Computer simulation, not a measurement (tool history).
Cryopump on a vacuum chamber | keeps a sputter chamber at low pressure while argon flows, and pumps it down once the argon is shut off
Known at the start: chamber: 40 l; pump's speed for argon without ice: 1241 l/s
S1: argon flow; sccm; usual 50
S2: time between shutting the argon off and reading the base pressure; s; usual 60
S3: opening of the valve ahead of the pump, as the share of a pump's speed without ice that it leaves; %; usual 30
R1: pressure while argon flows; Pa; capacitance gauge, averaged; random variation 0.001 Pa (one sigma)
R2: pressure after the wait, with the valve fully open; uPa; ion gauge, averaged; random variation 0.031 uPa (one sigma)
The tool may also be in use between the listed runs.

run	hour	S1	S2	S3	R1	R2
1	0	50	60	30	0.2297	3.07
2	10.9	50	60	30	0.2317	3.09
3	24	50	60	30	0.232	3.06
4	37.3	50	60	30	0.2338	3.05
5	53.4	50	60	30	0.2332	2.98
6	61.4	50	60	30	0.2333	3.02
7	73.6	30	60	54	0.0791	3.05
8	86.7	61	60	30	0.2839	3.16
9	94.4	21	267	53	0.0571	2.15
10	109	52	25	20	0.3615	5.1
11	125.9	50	73	30	0.2332	2.93
12	137	50	73	30	0.2345	3.04

5 ways to go on from here, each from the tool as it stands after run 12. What would each give?
A	145.4	50	96	34	?	?
B	145.4	87	158	45	?	?
C	145.4	50	234	34	?	?
D	145.4	85	170	30	?	?
E	145.4	68	50	32	?	?

run	R1	R2
A	0.2086	2.65
B	0.2748	2.38
C	0.2089	2.26
D	0.3986	2.33
E	0.302	3.53
Without the tool's hidden state the same runs would have given:
run	R1	R2
A	0.2009	1.02
B	0.2615	0.74
C	0.2012	0.58
D	0.3855	0.7
E	0.2914	1.84
